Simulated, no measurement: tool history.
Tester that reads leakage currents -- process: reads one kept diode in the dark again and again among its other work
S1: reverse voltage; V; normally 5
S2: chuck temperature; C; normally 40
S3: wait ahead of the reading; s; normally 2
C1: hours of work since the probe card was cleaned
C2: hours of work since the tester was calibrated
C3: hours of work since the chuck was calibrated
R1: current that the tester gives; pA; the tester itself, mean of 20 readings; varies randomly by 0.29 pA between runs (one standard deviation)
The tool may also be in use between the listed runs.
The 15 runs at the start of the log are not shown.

run	hour	S1	S2	S3	C1	C2	C3	R1
16	2023.6	5	40	2	303	988	479	63.71
17	2156.1	5	40	2	402	1087	577	63.44
18	2318.2	5	40	8	522	1208	698	61.83
# hour 2477.9: chuck's temperature calibrated, once more
19	2508.7	5	40	8	663	1348	23	95.52
20	2677.9	19.95	40	2	789	1474	149	197.76
21	2763.1	19.95	40	2	852	1537	212	197.02
22	2931	2.24	53	0.53	977	1662	337	178.83
23	3111.7	1.82	24	7.82	1112	1797	472	13.67
24	3242.9	11.14	24	2.02	1209	1895	570	41.93
25	3403.2	8.26	37	0.96	1329	2014	689	95.05
26	3538.5	8.26	37	0.96	1429	2115	790	94.73
27	3651.8	6.6	30	3.29	1514	2199	874	46.71
28	3779.7	6.6	30	3.29	1609	2294	969	46.49
# hour 3790.5: tester calibrated
29	3898.5	2.86	53	2.32	1696	80	1056	181.21
30	4067	6.43	40	7.61	1821	206	1181	97.33
# hour 4081.7: probe card cleaned and baked
31	4167.2	6.43	40	7.61	64	278	1254	87.59
32	4344.5	6.43	40	7.61	196	410	1386	86.95
# hour 4441.8: chuck's temperature calibrated
33	4508	6.43	40	7.61	316	530	49	107.44
34	4700.8	5	42	2	459	674	193	111.05
35	4862.4	5	42	2	580	794	313	110.23
36	5048	19.8	53	0.53	718	932	451	543.64
37	5190.4	19.8	53	0.53	824	1038	557	540.36
38	5332.8	4.73	22	0.81	930	1144	663	21.28

Here are 5 independent what-if runs from the current tool condition. What would each one return?
A	5459.2	5	34	1	1024	1239	757	?
B	5459.2	7.83	26	6.17	1024	1239	757	?
C	5459.2	6.25	40	2	1024	1239	757	?
D	5459.2	5	40	0.62	1024	1239	757	?
E	5459.2	3.3	48	7.58	1024	1239	757	?

run	R1
A	55.14
B	36.01
C	100.84
D	91.35
E	137.5
What these runs would have given with no unlogged condition in the tool:
run	R1
A	56.45
B	33.23
C	105.5
D	95.93
E	147.72
